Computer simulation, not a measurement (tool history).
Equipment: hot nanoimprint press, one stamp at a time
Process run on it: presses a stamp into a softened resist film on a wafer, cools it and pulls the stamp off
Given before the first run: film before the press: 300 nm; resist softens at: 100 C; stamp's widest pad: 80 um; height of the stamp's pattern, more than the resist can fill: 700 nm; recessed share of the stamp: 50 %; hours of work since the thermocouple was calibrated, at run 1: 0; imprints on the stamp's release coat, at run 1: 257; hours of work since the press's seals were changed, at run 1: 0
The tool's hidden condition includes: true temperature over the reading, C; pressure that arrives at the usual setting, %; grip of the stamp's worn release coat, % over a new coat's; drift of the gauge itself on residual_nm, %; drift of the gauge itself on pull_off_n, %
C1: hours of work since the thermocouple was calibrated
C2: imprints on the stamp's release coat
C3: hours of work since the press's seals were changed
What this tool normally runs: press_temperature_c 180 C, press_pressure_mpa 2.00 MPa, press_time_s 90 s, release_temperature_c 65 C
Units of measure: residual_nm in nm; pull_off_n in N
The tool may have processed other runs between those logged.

{"run": 1, "hour": 0.0, "press_temperature_c": 180, "press_pressure_mpa": 2.0, "press_time_s": 90, "release_temperature_c": 65, "C1": 0, "C2": 257, "C3": 0, "residual_nm": 167.7, "pull_off_n": 177.2}
{"run": 2, "hour": 21.8, "press_temperature_c": 180, "press_pressure_mpa": 2.67, "press_time_s": 90, "release_temperature_c": 65, "C1": 11, "C2": 319, "C3": 11, "residual_nm": 148.9, "pull_off_n": 177.8}
{"run": 3, "hour": 42.1, "press_temperature_c": 180, "press_pressure_mpa": 2.0, "press_time_s": 90, "release_temperature_c": 65, "C1": 21, "C2": 377, "C3": 21, "residual_nm": 167.9, "pull_off_n": 179.8}
{"run": 4, "hour": 70.2, "press_temperature_c": 180, "press_pressure_mpa": 2.0, "press_time_s": 90, "release_temperature_c": 65, "C1": 35, "C2": 457, "C3": 35, "residual_nm": 167.7, "pull_off_n": 178.9}
{"run": 5, "hour": 97.1, "press_temperature_c": 180, "press_pressure_mpa": 2.0, "press_time_s": 90, "release_temperature_c": 65, "C1": 49, "C2": 533, "C3": 49, "residual_nm": 167.4, "pull_off_n": 178.3}
{"run": 6, "hour": 132.8, "press_temperature_c": 180, "press_pressure_mpa": 2.0, "press_time_s": 90, "release_temperature_c": 65, "C1": 67, "C2": 635, "C3": 67, "residual_nm": 167.1, "pull_off_n": 177.2}
{"run": 7, "hour": 150.0, "press_temperature_c": 180, "press_pressure_mpa": 2.0, "press_time_s": 90, "release_temperature_c": 65, "C1": 75, "C2": 683, "C3": 75, "residual_nm": 167.4, "pull_off_n": 177.8}
{"run": 8, "hour": 168.5, "press_temperature_c": 180, "press_pressure_mpa": 2.0, "press_time_s": 90, "release_temperature_c": 65, "C1": 84, "C2": 736, "C3": 84, "residual_nm": 167.3, "pull_off_n": 180.4}
{"run": 9, "hour": 200.9, "press_temperature_c": 180, "press_pressure_mpa": 2.93, "press_time_s": 90, "release_temperature_c": 65, "C1": 101, "C2": 828, "C3": 101, "residual_nm": 142.3, "pull_off_n": 178.1}
{"run": 10, "hour": 217.8, "press_temperature_c": 180, "press_pressure_mpa": 2.93, "press_time_s": 90, "release_temperature_c": 65, "C1": 109, "C2": 876, "C3": 109, "residual_nm": 142.4, "pull_off_n": 177.7}
{"hour": 231.7, "done": "stamp cleaned and given a new release coat"}
{"run": 11, "hour": 246.2, "press_temperature_c": 180, "press_pressure_mpa": 2.93, "press_time_s": 90, "release_temperature_c": 50, "C1": 120, "C2": 41, "C3": 120, "residual_nm": 142.2, "pull_off_n": 240.5}
{"run": 12, "hour": 261.4, "press_temperature_c": 180, "press_pressure_mpa": 1.36, "press_time_s": 90, "release_temperature_c": 57, "C1": 128, "C2": 84, "C3": 128, "residual_nm": 192.6, "pull_off_n": 211.6}
{"run": 13, "hour": 290.7, "press_temperature_c": 180, "press_pressure_mpa": 2.0, "press_time_s": 90, "release_temperature_c": 62, "C1": 143, "C2": 168, "C3": 143, "residual_nm": 166.8, "pull_off_n": 192.0}
{"run": 14, "hour": 308.7, "press_temperature_c": 175, "press_pressure_mpa": 1.29, "press_time_s": 88, "release_temperature_c": 55, "C1": 152, "C2": 219, "C3": 152, "residual_nm": 216.1, "pull_off_n": 220.1}
{"run": 15, "hour": 332.7, "press_temperature_c": 184, "press_pressure_mpa": 1.4, "press_time_s": 57, "release_temperature_c": 59, "C1": 164, "C2": 287, "C3": 164, "residual_nm": 200.4, "pull_off_n": 203.4}
{"run": 16, "hour": 369.4, "press_temperature_c": 181, "press_pressure_mpa": 1.43, "press_time_s": 167, "release_temperature_c": 54, "C1": 182, "C2": 391, "C3": 182, "residual_nm": 151.4, "pull_off_n": 223.1}
{"run": 17, "hour": 405.8, "press_temperature_c": 181, "press_pressure_mpa": 1.43, "press_time_s": 167, "release_temperature_c": 54, "C1": 200, "C2": 495, "C3": 200, "residual_nm": 151.4, "pull_off_n": 225.0}
{"run": 18, "hour": 430.7, "press_temperature_c": 180, "press_pressure_mpa": 2.27, "press_time_s": 90, "release_temperature_c": 59, "C1": 213, "C2": 566, "C3": 213, "residual_nm": 157.8, "pull_off_n": 202.8}
{"run": 19, "hour": 465.5, "press_temperature_c": 186, "press_pressure_mpa": 2.27, "press_time_s": 102, "release_temperature_c": 59, "C1": 230, "C2": 665, "C3": 230, "residual_nm": 130.3, "pull_off_n": 204.2}
{"run": 20, "hour": 485.3, "press_temperature_c": 183, "press_pressure_mpa": 2.0, "press_time_s": 90, "release_temperature_c": 68, "C1": 240, "C2": 721, "C3": 240, "residual_nm": 154.6, "pull_off_n": 166.9}
{"run": 21, "hour": 512.1, "press_temperature_c": 169, "press_pressure_mpa": 2.24, "press_time_s": 116, "release_temperature_c": 68, "C1": 254, "C2": 797, "C3": 254, "residual_nm": 190.9, "pull_off_n": 166.9}
{"run": 22, "hour": 532.1, "press_temperature_c": 169, "press_pressure_mpa": 2.24, "press_time_s": 116, "release_temperature_c": 68, "C1": 264, "C2": 854, "C3": 264, "residual_nm": 190.6, "pull_off_n": 165.1}

Consider 3 possible next runs. They are alternatives, not a sequence: every one starts from the tool as it was left by run 22. What does each give?
{"hour": 553.4, "done": "stamp cleaned and given a new release coat"}
{"run": "A", "hour": 565.0, "press_temperature_c": 180, "press_pressure_mpa": 2.0, "press_time_s": 94, "release_temperature_c": 64, "C1": 277, "C2": 34, "C3": 277, "residual_nm": "?", "pull_off_n": "?"}
{"hour": 553.4, "done": "stamp cleaned and given a new release coat"}
{"run": "B", "hour": 565.0, "press_temperature_c": 169, "press_pressure_mpa": 2.24, "press_time_s": 64, "release_temperature_c": 68, "C1": 277, "C2": 34, "C3": 277, "residual_nm": "?", "pull_off_n": "?"}
{"hour": 553.4, "done": "stamp cleaned and given a new release coat"}
{"run": "C", "hour": 565.0, "press_temperature_c": 169, "press_pressure_mpa": 2.1, "press_time_s": 80, "release_temperature_c": 68, "C1": 277, "C2": 34, "C3": 277, "residual_nm": "?", "pull_off_n": "?"}

run=A residual_nm=163.9 pull_off_n=183.0
run=B residual_nm=221.4 pull_off_n=166.3
run=C residual_nm=214.3 pull_off_n=165.8
The same runs, with their run-to-run variation unchanged, on a tool lacking any hidden condition would have given:
run=A residual_nm=165.6 pull_off_n=183.0
run=B residual_nm=223.8 pull_off_n=166.2
run=C residual_nm=216.5 pull_off_n=165.8
